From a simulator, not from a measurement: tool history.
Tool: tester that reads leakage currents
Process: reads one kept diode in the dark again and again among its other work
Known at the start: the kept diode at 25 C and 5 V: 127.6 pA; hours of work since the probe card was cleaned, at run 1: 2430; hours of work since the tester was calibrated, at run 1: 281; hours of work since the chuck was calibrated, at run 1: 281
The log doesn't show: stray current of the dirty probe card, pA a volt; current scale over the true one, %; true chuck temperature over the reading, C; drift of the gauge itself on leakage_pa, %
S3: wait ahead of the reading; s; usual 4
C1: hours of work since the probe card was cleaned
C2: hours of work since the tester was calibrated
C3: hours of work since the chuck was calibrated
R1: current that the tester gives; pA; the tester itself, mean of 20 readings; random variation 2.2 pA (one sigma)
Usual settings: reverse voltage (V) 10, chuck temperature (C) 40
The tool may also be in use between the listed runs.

run 1 hour=0 | reverse_voltage_(V)=10 chuck_temperature_(C)=40 S3=4 | C1=2430 C2=281 C3=281 | R1=754.66
run 2 hour=29.1 | reverse_voltage_(V)=10 chuck_temperature_(C)=40 S3=4 | C1=2453 C2=303 C3=303 | R1=751.3
run 3 hour=54.9 | reverse_voltage_(V)=10 chuck_temperature_(C)=40 S3=1.69 | C1=2472 C2=323 C3=323 | R1=755.9
run 4 hour=85.4 | reverse_voltage_(V)=10 chuck_temperature_(C)=40 S3=4 | C1=2496 C2=346 C3=346 | R1=758.73
run 5 hour=110.5 | reverse_voltage_(V)=10 chuck_temperature_(C)=40 S3=4 | C1=2515 C2=366 C3=366 | R1=763.23
run 6 hour=134.4 | reverse_voltage_(V)=10 chuck_temperature_(C)=40 S3=4 | C1=2534 C2=384 C3=384 | R1=757.31
run 7 hour=157.5 | reverse_voltage_(V)=10 chuck_temperature_(C)=40 S3=4 | C1=2551 C2=402 C3=402 | R1=759.98
run 8 hour=172.1 | reverse_voltage_(V)=10 chuck_temperature_(C)=22 S3=4 | C1=2563 C2=413 C3=413 | R1=157.65
run 9 hour=194.5 | reverse_voltage_(V)=4.8 chuck_temperature_(C)=40 S3=4 | C1=2580 C2=430 C3=430 | R1=503.89
run 10 hour=214.2 | reverse_voltage_(V)=4.8 chuck_temperature_(C)=29 S3=4 | C1=2595 C2=445 C3=445 | R1=193.52
run 11 hour=235.8 | reverse_voltage_(V)=4.8 chuck_temperature_(C)=29 S3=4 | C1=2612 C2=462 C3=462 | R1=194.07
run 12 hour=251.7 | reverse_voltage_(V)=4.8 chuck_temperature_(C)=29 S3=4 | C1=2624 C2=474 C3=474 | R1=193.59
run 13 hour=277.7 | reverse_voltage_(V)=10 chuck_temperature_(C)=40 S3=4 | C1=2644 C2=494 C3=494 | R1=765.72
run 14 hour=297.1 | reverse_voltage_(V)=10 chuck_temperature_(C)=40 S3=4 | C1=2659 C2=509 C3=509 | R1=763.93
run 15 hour=326.9 | reverse_voltage_(V)=10 chuck_temperature_(C)=33 S3=4 | C1=2682 C2=532 C3=532 | R1=422.61
run 16 hour=357.8 | reverse_voltage_(V)=10 chuck_temperature_(C)=33 S3=4 | C1=2706 C2=556 C3=556 | R1=423.15
run 17 hour=376 | reverse_voltage_(V)=10 chuck_temperature_(C)=40 S3=4 | C1=2720 C2=570 C3=570 | R1=773.07
run 18 hour=390.2 | reverse_voltage_(V)=10 chuck_temperature_(C)=40 S3=4 | C1=2731 C2=581 C3=581 | R1=771.47
run 19 hour=410.4 | reverse_voltage_(V)=10 chuck_temperature_(C)=37 S3=4 | C1=2746 C2=596 C3=596 | R1=597.67
run 20 hour=429 | reverse_voltage_(V)=1.3 chuck_temperature_(C)=29 S3=3.31 | C1=2760 C2=611 C3=611 | R1=93.16
run 21 hour=456.2 | reverse_voltage_(V)=1.3 chuck_temperature_(C)=29 S3=0.57 | C1=2781 C2=632 C3=632 | R1=93.59
run 22 hour=470.2 | reverse_voltage_(V)=14.9 chuck_temperature_(C)=40 S3=4 | C1=2792 C2=643 C3=643 | R1=973.81
run 23 hour=487 | reverse_voltage_(V)=10 chuck_temperature_(C)=30 S3=7.96 | C1=2805 C2=655 C3=655 | R1=326.84
run 24 hour=502.6 | reverse_voltage_(V)=7.1 chuck_temperature_(C)=50 S3=4 | C1=2817 C2=667 C3=667 | R1=1450.91
run 25 hour=529.8 | reverse_voltage_(V)=7.1 chuck_temperature_(C)=50 S3=4 | C1=2838 C2=688 C3=688 | R1=1444.6
run 26 hour=549.8 | reverse_voltage_(V)=14.8 chuck_temperature_(C)=50 S3=0.58 | C1=2853 C2=704 C3=704 | R1=2202.51
run 27 hour=571 | reverse_voltage_(V)=10 chuck_temperature_(C)=30 S3=3.08 | C1=2870 C2=720 C3=720 | R1=329.97
run 28 hour=589.3 | reverse_voltage_(V)=10 chuck_temperature_(C)=40 S3=0.47 | C1=2884 C2=734 C3=734 | R1=787.62
run 29 hour=613.9 | reverse_voltage_(V)=1.1 chuck_temperature_(C)=55 S3=1.67 | C1=2903 C2=753 C3=753 | R1=753.97
run 30 hour=644.3 | reverse_voltage_(V)=8.9 chuck_temperature_(C)=27 S3=7.16 | C1=2926 C2=777 C3=777 | R1=238.12
run 31 hour=669 | reverse_voltage_(V)=8.9 chuck_temperature_(C)=27 S3=7.16 | C1=2945 C2=796 C3=796 | R1=239.6
run 32 hour=690.4 | reverse_voltage_(V)=8.9 chuck_temperature_(C)=27 S3=7.16 | C1=2962 C2=812 C3=812 | R1=238.17
run 33 hour=712.5 | reverse_voltage_(V)=10 chuck_temperature_(C)=40 S3=4 | C1=2979 C2=829 C3=829 | R1=788.15
run 34 hour=744.3 | reverse_voltage_(V)=3 chuck_temperature_(C)=27 S3=3.41 | C1=3003 C2=854 C3=854 | R1=128.42
run 35 hour=768.2 | reverse_voltage_(V)=10 chuck_temperature_(C)=42 S3=4 | C1=3022 C2=872 C3=872 | R1=936.17
run 36 hour=796.6 | reverse_voltage_(V)=8.2 chuck_temperature_(C)=21 S3=4 | C1=3043 C2=894 C3=894 | R1=135.21
run 37 hour=818.7 | reverse_voltage_(V)=8.2 chuck_temperature_(C)=49 S3=1.73 | C1=3060 C2=911 C3=911 | R1=1478.07

5 ways to go on from here, each from the tool as it stands after run 37. What would each give?
run A hour=841.3 | reverse_voltage_(V)=2.1 chuck_temperature_(C)=41 S3=4 | C1=3078 C2=928 C3=928 | R1=?
run B hour=841.3 | reverse_voltage_(V)=10 chuck_temperature_(C)=25 S3=1.07 | C1=3078 C2=928 C3=928 | R1=?
run C hour=841.3 | reverse_voltage_(V)=8.2 chuck_temperature_(C)=21 S3=0.34 | C1=3078 C2=928 C3=928 | R1=?
run D hour=841.3 | reverse_voltage_(V)=10 chuck_temperature_(C)=31 S3=4 | C1=3078 C2=928 C3=928 | R1=?
run E hour=841.3 | reverse_voltage_(V)=15.1 chuck_temperature_(C)=53 S3=0.66 | C1=3078 C2=928 C3=928 | R1=?

run=A R1=356.2
run=B R1=218.82
run=C R1=140.07
run=D R1=366.62
run=E R1=2857.16
Without the tool's hidden state the same runs would have given:
run=A R1=327.57
run=B R1=190.58
run=C R1=120.04
run=D R1=327.31
run=E R1=2643.64
